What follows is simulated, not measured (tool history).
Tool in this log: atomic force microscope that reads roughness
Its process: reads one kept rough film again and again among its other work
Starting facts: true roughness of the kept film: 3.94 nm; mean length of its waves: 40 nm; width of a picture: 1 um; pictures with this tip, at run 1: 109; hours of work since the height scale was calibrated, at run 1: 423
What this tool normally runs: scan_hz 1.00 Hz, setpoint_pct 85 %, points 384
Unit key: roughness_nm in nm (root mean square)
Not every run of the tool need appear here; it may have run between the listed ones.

run,hour,scan_hz,setpoint_pct,points,pictures with this tip,hours of work since the height scale was calibrated,roughness_nm
1,0.0,1.00,85,384,109,423,3.278
2,15.9,1.00,83,384,137,435,3.267
3,39.5,1.00,83,384,178,453,3.283
4,69.0,1.00,83,384,230,476,3.242
5,102.8,1.00,85,272,290,503,3.181
6,126.7,2.93,85,384,332,521,2.644
7,154.1,2.81,85,384,381,543,2.635
# hour 162.6: new tip fitted
8,183.9,2.81,85,384,38,565,2.783
9,204.1,1.00,85,497,73,581,3.316
10,233.0,1.00,70,848,124,604,3.464
# hour 236.9: height scale calibrated on a step standard
11,258.8,1.01,67,848,168,17,3.464
12,292.4,1.01,67,848,228,43,3.441
13,318.4,1.08,86,384,274,63,3.116
14,337.9,1.00,57,384,308,79,3.449
# hour 368.1: height scale calibrated on a step standard, once more
15,370.9,1.00,57,384,365,2,3.443
# hour 386.9: new tip fitted
16,404.1,0.52,68,592,30,28,3.663
17,419.4,0.52,68,592,57,40,3.600

For each entry between runs, how does the tool's hidden state at the last listed run before it compare with that at the first listed run after it?
Logged between run 7 and run 8: new tip fitted (hour 162.6)
  radius of the tip, nm: 11.9 -> 5.8; height scale over the true one, %: -0.44 -> -0.46
  measured less the result without the state, roughness_nm: -0.180 -> -0.033 nm (root mean square)
Logged between run 10 and run 11: height scale calibrated on a step standard (hour 236.9)
  radius of the tip, nm: 7.3 -> 8.1; height scale over the true one, %: -0.5 -> -0.68
  measured less the result without the state, roughness_nm: -0.091 -> -0.124 nm (root mean square)
Logged between run 14 and run 15: height scale calibrated on a step standard, once more (hour 368.1)
  radius of the tip, nm: 10.6 -> 11.6; height scale over the true one, %: -0.75 -> 0.07
  measured less the result without the state, roughness_nm: -0.205 -> -0.208 nm (root mean square)
Logged between run 15 and run 16: new tip fitted (hour 386.9)
  radius of the tip, nm: 11.6 -> 5.7; height scale over the true one, %: 0.07 -> 0.04
  measured less the result without the state, roughness_nm: -0.208 -> -0.021 nm (root mean square)

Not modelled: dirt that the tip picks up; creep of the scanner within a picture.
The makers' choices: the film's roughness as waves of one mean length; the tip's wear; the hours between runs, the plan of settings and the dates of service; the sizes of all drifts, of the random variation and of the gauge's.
